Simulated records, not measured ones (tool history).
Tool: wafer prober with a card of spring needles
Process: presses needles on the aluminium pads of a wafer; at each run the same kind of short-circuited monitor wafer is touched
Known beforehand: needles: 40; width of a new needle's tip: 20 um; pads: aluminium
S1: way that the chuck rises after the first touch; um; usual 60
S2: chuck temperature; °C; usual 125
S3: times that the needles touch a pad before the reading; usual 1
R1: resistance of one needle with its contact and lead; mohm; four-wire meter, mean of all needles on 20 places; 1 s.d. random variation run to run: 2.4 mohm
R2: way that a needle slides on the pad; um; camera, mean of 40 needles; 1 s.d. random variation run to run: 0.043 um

{"run": 1, "day": 0.0, "S1": 60, "S2": 125, "S3": 1, "R1": 281, "R2": 10.89}
{"day": 0.392, "done": "tips cleaned on abrasive film"}
{"day": 0.779, "done": "tips cleaned on abrasive film"}
{"day": 1.171, "done": "tips cleaned on abrasive film"}
{"day": 1.558, "done": "tips cleaned on abrasive film"}
{"day": 1.671, "done": "height of the first contact set anew"}
{"run": 2, "day": 1.862, "S1": 60, "S2": 125, "S3": 1, "R1": 295, "R2": 11.6}
{"day": 1.967, "done": "tips cleaned on abrasive film"}
{"day": 2.358, "done": "tips cleaned on abrasive film"}
{"day": 2.746, "done": "tips cleaned on abrasive film"}
{"run": 3, "day": 3.088, "S1": 60, "S2": 125, "S3": 1, "R1": 294, "R2": 11.62}
{"day": 3.188, "done": "tips cleaned on abrasive film"}
{"day": 3.579, "done": "tips cleaned on abrasive film"}
{"day": 3.967, "done": "tips cleaned on abrasive film"}
{"run": 4, "day": 4.229, "S1": 60, "S2": 34, "S3": 1, "R1": 270, "R2": 11.57}
{"day": 4.429, "done": "tips cleaned on abrasive film"}
{"day": 4.912, "done": "tips cleaned on abrasive film"}
{"day": 5.4, "done": "tips cleaned on abrasive film"}
{"day": 5.888, "done": "tips cleaned on abrasive film"}
{"day": 6.279, "done": "tips cleaned on abrasive film"}
{"run": 5, "day": 6.608, "S1": 69, "S2": 125, "S3": 1, "R1": 290, "R2": 13.16}
{"day": 6.708, "done": "tips cleaned on abrasive film"}
{"day": 7.196, "done": "tips cleaned on abrasive film"}
{"day": 7.683, "done": "tips cleaned on abrasive film"}
{"day": 8.171, "done": "tips cleaned on abrasive film"}
{"run": 6, "day": 8.525, "S1": 69, "S2": 125, "S3": 1, "R1": 291, "R2": 13.16}
{"day": 8.625, "done": "tips cleaned on abrasive film"}
{"day": 9.112, "done": "tips cleaned on abrasive film"}
{"day": 9.504, "done": "tips cleaned on abrasive film"}
{"day": 9.892, "done": "tips cleaned on abrasive film"}
{"day": 10.283, "done": "tips cleaned on abrasive film"}
{"run": 7, "day": 10.525, "S1": 69, "S2": 125, "S3": 1, "R1": 288, "R2": 12.96}
{"day": 10.721, "done": "tips cleaned on abrasive film"}
{"day": 11.208, "done": "tips cleaned on abrasive film"}
{"day": 11.596, "done": "tips cleaned on abrasive film"}
{"run": 8, "day": 11.921, "S1": 69, "S2": 125, "S3": 1, "R1": 294, "R2": 12.97}
{"day": 12.021, "done": "tips cleaned on abrasive film"}
{"day": 12.412, "done": "tips cleaned on abrasive film"}
{"day": 12.9, "done": "tips cleaned on abrasive film"}
{"day": 13.288, "done": "tips cleaned on abrasive film"}
{"day": 13.679, "done": "tips cleaned on abrasive film"}
{"run": 9, "day": 13.683, "S1": 60, "S2": 125, "S3": 1, "R1": 278, "R2": 11.12}
{"day": 14.071, "done": "tips cleaned on abrasive film"}
{"day": 14.558, "done": "tips cleaned on abrasive film"}
{"day": 15.046, "done": "tips cleaned on abrasive film"}
{"day": 15.438, "done": "tips cleaned on abrasive film"}
{"run": 10, "day": 15.562, "S1": 60, "S2": 125, "S3": 1, "R1": 291, "R2": 10.98}
{"day": 15.854, "done": "tips cleaned on abrasive film"}
{"day": 16.246, "done": "tips cleaned on abrasive film"}
{"day": 16.708, "done": "tips cleaned on abrasive film"}
{"run": 11, "day": 16.708, "S1": 60, "S2": 125, "S3": 1, "R1": 275, "R2": 10.99}
{"day": 17.096, "done": "tips cleaned on abrasive film"}
{"day": 17.488, "done": "tips cleaned on abrasive film"}
{"day": 17.879, "done": "tips cleaned on abrasive film"}
{"run": 12, "day": 17.975, "S1": 72, "S2": 125, "S3": 1, "R1": 286, "R2": 13.15}
{"day": 18.362, "done": "tips cleaned on abrasive film"}
{"day": 18.754, "done": "tips cleaned on abrasive film"}
{"day": 19.142, "done": "tips cleaned on abrasive film"}
{"day": 19.533, "done": "tips cleaned on abrasive film"}
{"day": 19.925, "done": "tips cleaned on abrasive film"}
{"run": 13, "day": 20.304, "S1": 45, "S2": 40, "S3": 1, "R1": 314, "R2": 7.88}
{"day": 20.404, "done": "tips cleaned on abrasive film"}
{"day": 20.612, "done": "height of the first contact set anew"}
{"day": 20.808, "done": "tips cleaned on abrasive film"}
{"day": 21.196, "done": "tips cleaned on abrasive film"}
{"day": 21.588, "done": "tips cleaned on abrasive film"}
{"day": 21.979, "done": "tips cleaned on abrasive film"}
{"day": 22.462, "done": "tips cleaned on abrasive film"}
{"run": 14, "day": 22.7, "S1": 62, "S2": 125, "S3": 2, "R1": 287, "R2": 11.95}
{"day": 22.896, "done": "tips cleaned on abrasive film"}
{"day": 23.383, "done": "tips cleaned on abrasive film"}
{"day": 23.775, "done": "tips cleaned on abrasive film"}
{"day": 24.162, "done": "tips cleaned on abrasive film"}
{"day": 24.554, "done": "tips cleaned on abrasive film"}
{"run": 15, "day": 24.904, "S1": 49, "S2": 106, "S3": 1, "R1": 316, "R2": 9.29}
{"day": 25.004, "done": "tips cleaned on abrasive film"}
{"day": 25.396, "done": "tips cleaned on abrasive film"}
{"day": 25.783, "done": "tips cleaned on abrasive film"}
{"day": 26.175, "done": "tips cleaned on abrasive film"}
{"day": 26.567, "done": "tips cleaned on abrasive film"}
{"run": 16, "day": 26.675, "S1": 51, "S2": 70, "S3": 1, "R1": 290, "R2": 9.66}
{"day": 26.967, "done": "tips cleaned on abrasive film"}
{"day": 27.358, "done": "tips cleaned on abrasive film"}
{"day": 27.746, "done": "tips cleaned on abrasive film"}
{"day": 28.138, "done": "tips cleaned on abrasive film"}
{"day": 28.525, "done": "tips cleaned on abrasive film"}
{"run": 17, "day": 28.833, "S1": 51, "S2": 70, "S3": 1, "R1": 303, "R2": 9.53}
{"day": 28.933, "done": "tips cleaned on abrasive film"}
{"day": 29.325, "done": "tips cleaned on abrasive film"}
{"day": 29.812, "done": "tips cleaned on abrasive film"}
{"day": 30.2, "done": "tips cleaned on abrasive film"}
{"day": 30.592, "done": "tips cleaned on abrasive film"}
{"day": 31.062, "done": "tips cleaned on abrasive film"}
{"run": 18, "day": 31.062, "S1": 44, "S2": 30, "S3": 2, "R1": 259, "R2": 7.96}
{"day": 31.454, "done": "tips cleaned on abrasive film"}
{"day": 31.842, "done": "tips cleaned on abrasive film"}
{"day": 32.233, "done": "tips cleaned on abrasive film"}
{"run": 19, "day": 32.312, "S1": 55, "S2": 80, "S3": 1, "R1": 276, "R2": 10}
{"day": 32.7, "done": "tips cleaned on abrasive film"}
{"day": 33.092, "done": "tips cleaned on abrasive film"}
{"day": 33.479, "done": "tips cleaned on abrasive film"}
{"day": 33.871, "done": "tips cleaned on abrasive film"}
{"day": 34.262, "done": "tips cleaned on abrasive film"}
{"day": 34.65, "done": "tips cleaned on abrasive film"}
{"run": 20, "day": 34.85, "S1": 55, "S2": 80, "S3": 1, "R1": 286, "R2": 9.91}
{"day": 35.046, "done": "tips cleaned on abrasive film"}
{"day": 35.533, "done": "tips cleaned on abrasive film"}
{"day": 35.925, "done": "tips cleaned on abrasive film"}
{"run": 21, "day": 36.146, "S1": 49, "S2": 80, "S3": 1, "R1": 302, "R2": 8.85}

Run 22 has not been measured yet. What should we expect?
{"day": 36.342, "done": "tips cleaned on abrasive film"}
{"day": 36.733, "done": "tips cleaned on abrasive film"}
{"day": 37.125, "done": "tips cleaned on abrasive film"}
{"day": 37.512, "done": "tips cleaned on abrasive film"}
{"day": 37.904, "done": "tips cleaned on abrasive film"}
{"day": 38.392, "done": "tips cleaned on abrasive film"}
{"run": 22, "day": 38.542, "S1": 55, "S2": 44, "S3": 1, "R1": "?", "R2": "?"}

{"run 22": {"R1": 284, "R2": 9.79}}
Minus the tool's unlogged condition, the same run would have read R1 252 mohm, R2 10.65 um.
